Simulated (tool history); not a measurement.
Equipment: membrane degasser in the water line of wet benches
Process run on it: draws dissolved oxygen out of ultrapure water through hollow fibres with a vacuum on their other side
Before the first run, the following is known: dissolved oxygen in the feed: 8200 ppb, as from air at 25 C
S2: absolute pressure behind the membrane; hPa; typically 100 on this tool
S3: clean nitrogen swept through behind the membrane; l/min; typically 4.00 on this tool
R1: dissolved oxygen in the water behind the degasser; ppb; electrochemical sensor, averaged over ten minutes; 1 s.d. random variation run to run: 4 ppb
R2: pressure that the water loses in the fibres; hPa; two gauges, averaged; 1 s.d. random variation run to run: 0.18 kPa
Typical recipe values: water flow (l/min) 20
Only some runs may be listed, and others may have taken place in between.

Run 1, hour 0.0: usual settings. Result: R1 389.7 ppb, R2 307.0 hPa.
Run 2, hour 117.0: usual settings but S2 81 hPa. Result: R1 382.8 ppb, R2 308.6 hPa.
Run 3, hour 207.3: usual settings but S2 81 hPa. Result: R1 381.0 ppb, R2 309.7 hPa.
Run 4, hour 334.4: usual settings but S2 81 hPa. Result: R1 379.2 ppb, R2 308.9 hPa.
Run 5, hour 450.7: usual settings but water flow (l/min) 13. Result: R1 199.8 ppb, R2 203.5 hPa.
Run 6, hour 580.6: usual settings but water flow (l/min) 13. Result: R1 199.2 ppb, R2 199.8 hPa.
Run 7, hour 664.2: usual settings but water flow (l/min) 13. Result: R1 200.2 ppb, R2 203.0 hPa.
Run 8, hour 778.5: usual settings but water flow (l/min) 13. Result: R1 200.1 ppb, R2 204.5 hPa.
Run 9, hour 845.1: usual settings but S3 2.63 l/min. Result: R1 451.0 ppb, R2 313.2 hPa.
Run 10, hour 916.2: usual settings. Result: R1 408.9 ppb, R2 310.3 hPa.
Run 11, hour 1019.3: usual settings but S2 158 hPa. Result: R1 468.4 ppb, R2 308.1 hPa.
Run 12, hour 1089.0: usual settings but S2 158 hPa, S3 1.93 l/min. Result: R1 600.7 ppb, R2 307.5 hPa.
Run 13, hour 1158.3: usual settings but water flow (l/min) 15, S2 158 hPa, S3 1.93 l/min. Result: R1 425.7 ppb, R2 231.0 hPa.
Run 14, hour 1259.9: usual settings but water flow (l/min) 15, S2 158 hPa, S3 1.93 l/min. Result: R1 421.0 ppb, R2 235.0 hPa.
Run 15, hour 1381.6: usual settings but water flow (l/min) 14. Result: R1 226.8 ppb, R2 215.9 hPa.
Run 16, hour 1520.7: usual settings. Result: R1 410.6 ppb, R2 310.5 hPa.
At hour 1529.9: vacuum gauge calibrated.
Run 17, hour 1613.7: usual settings but S2 230 hPa, S3 2.59 l/min. Result: R1 666.9 ppb, R2 309.4 hPa.
Run 18, hour 1687.1: usual settings but S2 230 hPa, S3 2.59 l/min. Result: R1 664.7 ppb, R2 307.5 hPa.
Run 19, hour 1790.7: usual settings but water flow (l/min) 26. Result: R1 601.4 ppb, R2 403.2 hPa.
Run 20, hour 1891.0: usual settings but water flow (l/min) 26. Result: R1 595.5 ppb, R2 404.4 hPa.
At hour 1900.3: vacuum gauge calibrated, once more.
Run 21, hour 1994.9: usual settings but water flow (l/min) 26. Result: R1 597.4 ppb, R2 403.3 hPa.
Run 22, hour 2088.4: usual settings but water flow (l/min) 26, S2 204 hPa, S3 6.24 l/min. Result: R1 650.4 ppb, R2 404.8 hPa.
Run 23, hour 2190.7: usual settings but water flow (l/min) 26, S2 204 hPa, S3 6.24 l/min. Result: R1 661.9 ppb, R2 404.5 hPa.
Run 24, hour 2275.6: usual settings but water flow (l/min) 19, S2 172 hPa, S3 7.07 l/min. Result: R1 389.6 ppb, R2 295.3 hPa.

Expected results for the next run?
Run 25, hour 2374.7: usual settings but S2 178 hPa, S3 2.37 l/min. Result: R1 ?, R2 ?.

R1: 597.8 ppb
R2: 311.9 hPa
Take away the tool's hidden state, keep the run-to-run variation as it was, and the same run would have given R1 581.8 ppb, R2 308.0 hPa.

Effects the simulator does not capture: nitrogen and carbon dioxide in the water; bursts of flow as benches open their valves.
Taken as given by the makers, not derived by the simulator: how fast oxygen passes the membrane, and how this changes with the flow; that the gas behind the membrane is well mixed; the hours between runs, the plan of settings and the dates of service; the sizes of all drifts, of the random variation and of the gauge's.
